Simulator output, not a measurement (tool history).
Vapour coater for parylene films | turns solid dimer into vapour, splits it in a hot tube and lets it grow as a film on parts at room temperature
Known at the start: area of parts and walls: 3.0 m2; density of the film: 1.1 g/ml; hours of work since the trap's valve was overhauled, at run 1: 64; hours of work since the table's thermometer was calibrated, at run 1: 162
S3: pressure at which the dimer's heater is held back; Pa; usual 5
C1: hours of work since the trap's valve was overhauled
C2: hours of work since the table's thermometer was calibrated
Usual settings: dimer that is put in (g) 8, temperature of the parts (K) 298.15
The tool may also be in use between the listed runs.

Run 1, hour 0: usual settings; C1 64; C2 162. Result: thickness of the film (nm) 1720.
Run 2, hour 37.8: usual settings; C1 91; C2 189. Result: thickness of the film (nm) 1740.
Run 3, hour 59.1: usual settings but temperature of the parts (K) 293.15; C1 106; C2 204. Result: thickness of the film (nm) 1930.
Run 4, hour 88.4: usual settings; C1 127; C2 225. Result: thickness of the film (nm) 1720.
Run 5, hour 105.7: usual settings but temperature of the parts (K) 295.15; C1 139; C2 237. Result: thickness of the film (nm) 1820.
Run 6, hour 140: usual settings but dimer that is put in (g) 5; C1 163; C2 262. Result: thickness of the film (nm) 1050.
Run 7, hour 164.1: usual settings but dimer that is put in (g) 5; C1 180; C2 279. Result: thickness of the film (nm) 1050.
Run 8, hour 196.1: usual settings but dimer that is put in (g) 5; C1 203; C2 302. Result: thickness of the film (nm) 1010.
Run 9, hour 227.8: usual settings but dimer that is put in (g) 5; C1 226; C2 324. Result: thickness of the film (nm) 1030.
Run 10, hour 255.3: usual settings but temperature of the parts (K) 304.15, S3 10.29 Pa; C1 245; C2 344. Result: thickness of the film (nm) 1280.
At hour 274.2: trap's valve overhauled.
Run 11, hour 287.1: usual settings but dimer that is put in (g) 10, temperature of the parts (K) 303.15; C1 9; C2 364. Result: thickness of the film (nm) 1970.
Run 12, hour 307.9: usual settings but dimer that is put in (g) 6, temperature of the parts (K) 303.15, S3 11.73 Pa; C1 24; C2 378. Result: thickness of the film (nm) 1120.
Run 13, hour 326: usual settings but dimer that is put in (g) 11, temperature of the parts (K) 303.15, S3 11.44 Pa; C1 37; C2 391. Result: thickness of the film (nm) 1980.
Run 14, hour 342.6: usual settings but dimer that is put in (g) 11, temperature of the parts (K) 303.15, S3 11.44 Pa; C1 49; C2 403. Result: thickness of the film (nm) 2010.
Run 15, hour 367.3: usual settings but temperature of the parts (K) 294.15; C1 66; C2 421. Result: thickness of the film (nm) 1950.
Run 16, hour 395.8: usual settings but dimer that is put in (g) 4, temperature of the parts (K) 293.15, S3 10.51 Pa; C1 87; C2 441. Result: thickness of the film (nm) 970.
Run 17, hour 420.9: usual settings but dimer that is put in (g) 4, temperature of the parts (K) 293.15, S3 10.51 Pa; C1 104; C2 459. Result: thickness of the film (nm) 930.

Forecast each of these 4 alternatives for the next run:
Run A, hour 453.9: usual settings but dimer that is put in (g) 10, temperature of the parts (K) 294.15, S3 4.92 Pa; C1 128; C2 482. Result: thickness of the film (nm) ?.
Run B, hour 453.9: usual settings but dimer that is put in (g) 7, S3 4.7 Pa; C1 128; C2 482. Result: thickness of the film (nm) ?.
Run C, hour 453.9: usual settings but temperature of the parts (K) 295.15, S3 6.68 Pa; C1 128; C2 482. Result: thickness of the film (nm) ?.
Run D, hour 453.9: usual settings but dimer that is put in (g) 11, temperature of the parts (K) 291.15, S3 4.95 Pa; C1 128; C2 482. Result: thickness of the film (nm) ?.

run  thickness of the film (nm)
  A                        2370
  B                        1500
  C                        1850
  D                        2810
Without the tool's hidden state the same runs would have given:
run  thickness of the film (nm)
  A                        2550
  B                        1620
  C                        1990
  D                        3020

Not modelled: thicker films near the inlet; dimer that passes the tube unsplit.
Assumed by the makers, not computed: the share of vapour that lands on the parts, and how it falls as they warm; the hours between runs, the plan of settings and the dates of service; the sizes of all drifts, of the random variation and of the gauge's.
